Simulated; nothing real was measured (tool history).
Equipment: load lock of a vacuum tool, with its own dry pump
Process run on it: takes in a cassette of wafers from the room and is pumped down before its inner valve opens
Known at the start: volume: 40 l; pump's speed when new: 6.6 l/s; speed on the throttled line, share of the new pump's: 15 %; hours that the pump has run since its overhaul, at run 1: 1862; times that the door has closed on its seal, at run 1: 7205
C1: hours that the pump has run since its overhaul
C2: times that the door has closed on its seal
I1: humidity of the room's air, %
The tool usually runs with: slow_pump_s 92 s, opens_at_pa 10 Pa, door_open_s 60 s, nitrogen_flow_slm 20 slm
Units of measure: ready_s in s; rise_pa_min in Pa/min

Run 1, hour 0: usual settings; C1 1862; C2 7205; I1 45.8. Result: ready_s 133.9 s, rise_pa_min 0.042 Pa/min.
Run 2, hour 195.7: usual settings; C1 2057; C2 7722; I1 44.8. Result: ready_s 136.7 s, rise_pa_min 0.045 Pa/min.
Run 3, hour 372.6: usual settings; C1 2234; C2 8188; I1 44.7. Result: ready_s 136.6 s, rise_pa_min 0.044 Pa/min.
Run 4, hour 572.7: usual settings; C1 2434; C2 8716; I1 43.6. Result: ready_s 135.2 s, rise_pa_min 0.05 Pa/min.
Run 5, hour 758.4: usual settings; C1 2620; C2 9206; I1 42. Result: ready_s 136 s, rise_pa_min 0.046 Pa/min.
Run 6, hour 880.8: usual settings; C1 2742; C2 9529; I1 44.1. Result: ready_s 136.4 s, rise_pa_min 0.051 Pa/min.
Run 7, hour 1027.9: usual settings but slow_pump_s 88 s; C1 2889; C2 9917; I1 46. Result: ready_s 133 s, rise_pa_min 0.055 Pa/min.
Run 8, hour 1196.3: usual settings but slow_pump_s 88 s, door_open_s 81 s; C1 3058; C2 10362; I1 45. Result: ready_s 132.1 s, rise_pa_min 0.059 Pa/min.
Run 9, hour 1374.6: usual settings but slow_pump_s 79 s, opens_at_pa 8 Pa, door_open_s 81 s; C1 3236; C2 10832; I1 44.6. Result: ready_s 128.9 s, rise_pa_min 0.065 Pa/min.
Run 10, hour 1557.2: usual settings but slow_pump_s 79 s, opens_at_pa 8 Pa, door_open_s 81 s; C1 3419; C2 11314; I1 44.3. Result: ready_s 128.1 s, rise_pa_min 0.063 Pa/min.
Run 11, hour 1655.9: usual settings but slow_pump_s 79 s, opens_at_pa 8 Pa, door_open_s 81 s; C1 3517; C2 11574; I1 45. Result: ready_s 126.4 s, rise_pa_min 0.07 Pa/min.
Run 12, hour 1741: usual settings but nitrogen_flow_slm 17 slm; C1 3603; C2 11799; I1 45.5. Result: ready_s 137.6 s, rise_pa_min 0.063 Pa/min.
Run 13, hour 1829.5: usual settings but nitrogen_flow_slm 17 slm; C1 3691; C2 12032; I1 45.4. Result: ready_s 136.5 s, rise_pa_min 0.064 Pa/min.

Forecast run 14:
Run 14, hour 2013.1: usual settings but slow_pump_s 117 s, opens_at_pa 12 Pa, door_open_s 102 s, nitrogen_flow_slm 5 slm; C1 3875; C2 12517; I1 42.9. Result: ready_s ?, rise_pa_min ?.

ready_s: 156.3 s
rise_pa_min: 0.088 Pa/min
With the hidden condition absent and the run-to-run variation left alone, this run would have shown ready_s 154 s, rise_pa_min 0.048 Pa/min.

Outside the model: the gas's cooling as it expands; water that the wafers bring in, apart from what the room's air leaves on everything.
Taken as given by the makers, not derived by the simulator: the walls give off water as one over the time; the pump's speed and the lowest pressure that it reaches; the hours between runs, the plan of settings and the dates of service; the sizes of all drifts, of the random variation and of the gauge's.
